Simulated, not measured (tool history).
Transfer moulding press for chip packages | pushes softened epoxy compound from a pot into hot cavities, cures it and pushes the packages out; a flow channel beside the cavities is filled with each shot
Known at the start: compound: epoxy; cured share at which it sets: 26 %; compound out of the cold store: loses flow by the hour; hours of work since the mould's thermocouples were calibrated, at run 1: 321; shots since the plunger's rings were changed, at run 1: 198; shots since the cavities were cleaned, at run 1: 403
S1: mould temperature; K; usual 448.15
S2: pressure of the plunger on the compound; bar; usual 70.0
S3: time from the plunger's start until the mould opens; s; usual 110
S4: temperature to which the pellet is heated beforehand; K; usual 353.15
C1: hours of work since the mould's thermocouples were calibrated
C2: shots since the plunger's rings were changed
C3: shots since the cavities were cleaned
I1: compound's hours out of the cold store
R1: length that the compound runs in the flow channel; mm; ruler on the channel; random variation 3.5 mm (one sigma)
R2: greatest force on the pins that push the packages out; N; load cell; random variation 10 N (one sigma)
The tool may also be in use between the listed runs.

run     day      S1    S2   S3      S4   C1    C2   C3    I1   R1   R2
  1   0.000  448.15  70.0  110  353.15  321   198  403  11.8  879  478
      0.146  -- cavities cleaned with cleaning compound and waxed
  2   0.558  448.15  70.0  110  353.15  327   290   77  34.3  814  483
  3   0.962  448.15  70.0  130  353.15  331   365  152  11.0  886  446
  4   1.458  448.15  70.0   95  353.15  337   457  244  12.4  882  571
  5   1.888  448.15  70.0  110  353.15  343   536  323  45.1  768  471
  6   2.329  456.15  70.0  110  353.15  348   618  405  46.4  755  444
      2.471  -- cavities cleaned with cleaning compound and waxed
  7   2.738  456.15  70.0  104  353.15  352   682   50  17.7  843  444
  8   3.242  456.15  70.0  104  353.15  358   775  143  45.9  758  443
  9   3.750  456.15  70.0  104  353.15  364   869  237  10.4  855  452
 10   4.396  456.15  70.0  104  353.15  372   989  357  46.9  749  442
      4.783  -- cavities cleaned with cleaning compound and waxed
 11   4.783  456.15  70.0  104  353.15  376  1050    0  25.7  815  433
 12   5.262  456.15  70.0  104  353.15  382  1138   88  42.2  763  436
 13   5.608  448.15  70.0  110  353.15  386  1202  152  44.3  779  458
 14   5.988  448.15  70.0  146  353.15  390  1272  222  30.3  821  452
 15   6.479  448.15  70.0  146  353.15  396  1363  313  21.1  854  450
      7.129  -- cavities cleaned with cleaning compound and waxed
 16   7.129  448.15  56.8  110  353.15  403  1472    0  46.2  700  480
 17   7.612  448.15  56.8  110  353.15  409  1562   90  25.8  751  482
 18   8.196  443.15  63.2   91  348.15  416  1670  198   8.2  865  884
 19   8.525  446.15  70.0  111  356.15  420  1731  259   9.9  889  493
 20   9.096  446.15  70.0  123  356.15  427  1837  365  34.4  813  448
      9.462  -- cavities cleaned with cleaning compound and waxed
 21   9.467  450.15  54.0  136  344.15  431  1894    1  10.9  772  455
 22   9.862  448.15  70.0  140  353.15  435  1966   73  24.3  844  451
 23  10.342  445.15  70.0   93  353.15  441  2056  163  24.2  846  691
 24  10.933  445.15  76.4   93  355.15  448  2165  272  35.3  853  665
 25  11.246  445.15  76.4   93  355.15  452  2223  330  24.6  889  650
     11.817  -- cavities cleaned with cleaning compound and waxed
 26  11.925  448.15  58.6  116  353.15  459  2337   20  25.7  763  467
 27  12.246  447.15  58.6  116  352.15  463  2397   80  14.5  797  462
 28  12.604  454.15  60.2  104  352.15  467  2463  146  40.2  717  432
 29  13.021  454.15  84.0  104  352.15  472  2540  223  40.8  846  447

How the hidden state differs across the entries between the runs, from the last listed run before each to the first after it:
Between runs 1 and 2: cavities cleaned with cleaning compound and waxed (day 0.146)
  pressure that reaches the compound, % of what is set: 99.95 -> 99.93; grip of the stained cavities, % over clean ones': 2.1 -> 0.6
  measured less the result without the state, R2: +10 -> +2 N
Between runs 6 and 7: cavities cleaned with cleaning compound and waxed (day 2.471)
  pressure that reaches the compound, % of what is set: 99.86 -> 99.84; grip of the stained cavities, % over clean ones': 2.1 -> 0.3
  measured less the result without the state, R2: +9 -> +1 N
Between runs 10 and 11: cavities cleaned with cleaning compound and waxed (day 4.783)
  pressure that reaches the compound, % of what is set: 99.77 -> 99.76; grip of the stained cavities, % over clean ones': 1.8 -> 0.2
  measured less the result without the state, R2: +8 -> +1 N
Between runs 15 and 16: cavities cleaned with cleaning compound and waxed (day 7.129)
  pressure that reaches the compound, % of what is set: 99.69 -> 99.66; grip of the stained cavities, % over clean ones': 1.8 -> 0.1
  measured less the result without the state, R2: +8 -> +0 N
Between runs 20 and 21: cavities cleaned with cleaning compound and waxed (day 9.462)
  pressure that reaches the compound, % of what is set: 99.58 -> 99.57; grip of the stained cavities, % over clean ones': 2 -> 0
  measured less the result without the state, R2: +8 -> +0 N
Between runs 25 and 26: cavities cleaned with cleaning compound and waxed (day 11.817)
  pressure that reaches the compound, % of what is set: 99.5 -> 99.47; grip of the stained cavities, % over clean ones': 1.7 -> 0.2
  measured less the result without the state, R2: +7 -> +0 N
